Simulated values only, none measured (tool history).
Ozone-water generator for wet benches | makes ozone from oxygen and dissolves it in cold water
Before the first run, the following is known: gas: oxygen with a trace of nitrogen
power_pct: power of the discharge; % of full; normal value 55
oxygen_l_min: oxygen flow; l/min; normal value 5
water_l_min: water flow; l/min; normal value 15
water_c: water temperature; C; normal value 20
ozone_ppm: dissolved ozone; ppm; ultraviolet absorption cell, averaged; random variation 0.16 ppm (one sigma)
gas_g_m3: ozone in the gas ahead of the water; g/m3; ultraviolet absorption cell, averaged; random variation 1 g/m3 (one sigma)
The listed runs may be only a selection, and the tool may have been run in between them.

run	day	power_pct	oxygen_l_min	water_l_min	water_c	ozone_ppm	gas_g_m3
1	0	55	5	15	20	19.9	172.6
2	1.867	55	5	15	20	19.7	174.6
3	2.958	55	5	15	20	19.7	173.1
4	4.45	55	5	15	20	20.1	174.2
5	6.225	55	5	15	20	20	173.8
6	7.867	55	5	15	20	19.8	173.5
7	9.2	55	5	15	20	20	173.1
8	10.188	55	5	15	20	19.9	173.4
9	11.5	55	5	15	20	19.7	172.5
# day 11.825: contactor cleaned
10	12.921	80	3.34	10	20	35	280.7
11	14.396	80	3.34	10	20	34.8	280.5
12	16.588	82	5	10	18	36.6	238.5
13	17.662	44	5	15	23	15.7	144.6
# day 18.8: water thermometer calibrated
14	19.408	81	7.77	11	23	29.8	195.9
# day 19.838: contactor cleaned, once more
15	21.712	58	7.77	11	19	25.3	149.2
16	22.867	58	6.91	11	12	29.6	156.5
17	24.475	96	4.79	15	20	31	276.8
18	26.496	96	4.79	15	20	31.2	276.7

Forecast each of these 5 alternatives for the next run:
A	28.058	96	4.79	11	19	?	?
B	28.058	96	3.38	19	20	?	?
C	28.058	96	8.46	19	13	?	?
D	28.058	59	6.69	15	16	?	?
E	28.058	55	8.17	15	20	?	?

run	ozone_ppm	gas_g_m3
A	39.2	274.2
B	25	323.4
C	30.3	215.5
D	22.6	160.2
E	19.9	137.7
Had the tool no hidden state, the same runs would have come out as:
run	ozone_ppm	gas_g_m3
A	39.7	277.5
B	25.3	327.2
C	30.6	218
D	22.8	161.4
E	20	138.7
